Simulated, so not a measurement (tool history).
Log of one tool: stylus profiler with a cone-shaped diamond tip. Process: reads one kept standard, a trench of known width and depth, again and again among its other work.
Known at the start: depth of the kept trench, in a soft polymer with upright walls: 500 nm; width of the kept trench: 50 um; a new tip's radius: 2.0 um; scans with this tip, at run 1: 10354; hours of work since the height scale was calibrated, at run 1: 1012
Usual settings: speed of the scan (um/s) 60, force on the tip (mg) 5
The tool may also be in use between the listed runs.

run    hour  speed of the scan (um/s)  force on the tip (mg)  scans with this tip  hours of work since the height scale was calibrated  depth of the trench (nm)  width of the trench's floor (µm)
  1       0                        60                      5                10354                                                 1012                    508.73                             46.56
  2    56.5                        60                      5                10664                                                 1043                    508.75                             46.48
  3   147.1                        60                      5                11160                                                 1091                    508.54                             46.46
  4   201.4                        60                      5                11458                                                 1120                    508.61                              46.5
  5     244                        74                      5                11692                                                 1143                    508.75                              46.4
  6   283.1                        60                      5                11906                                                 1164                    508.41                             46.43
  7   333.2                        60                      5                12180                                                 1191                    508.56                              46.4
  8     412                        60                      5                12612                                                 1233                    508.48                             46.42
  9   494.4                        60                   4.14                13064                                                 1277                    507.07                              46.3
 10   543.4                        60                      5                13333                                                 1304                    508.44                             46.37
 11   602.5                        60                      5                13656                                                 1335                    508.27                             46.27
      643.9  -- height scale calibrated on a step standard
 12   654.8                        60                      5                13940                                                    6                    507.48                             46.32
 13     699                        60                   1.77                14183                                                   30                    502.34                              46.2
 14   744.2                        23                      5                14430                                                   54                    507.38                             46.36
 15   837.7                       135                      5                14943                                                  104                    507.39                             46.09
      845.7  -- height scale calibrated on a step standard, once more
 16   906.9                       135                      5                15319                                                   33                    510.11                             46.04
 17   983.1                        23                      5                15737                                                   74                    509.79                             46.26
 18  1049.1                        23                      5                16099                                                  109                    509.96                             46.32
 19  1131.2                        24                      5                16549                                                  153                    509.85                             46.25

Run 20 comes next. What will it give?
 20  1199.2                        60                      5                16921                                                  189                         ?                                 ?

{"run 20": {"depth of the trench (nm)": 509.98, "width of the trench's floor (µm)": 46.12}}
Without the tool's hidden state the same run would have given depth of the trench (nm) 510.22, width of the trench's floor (µm) 47.16.

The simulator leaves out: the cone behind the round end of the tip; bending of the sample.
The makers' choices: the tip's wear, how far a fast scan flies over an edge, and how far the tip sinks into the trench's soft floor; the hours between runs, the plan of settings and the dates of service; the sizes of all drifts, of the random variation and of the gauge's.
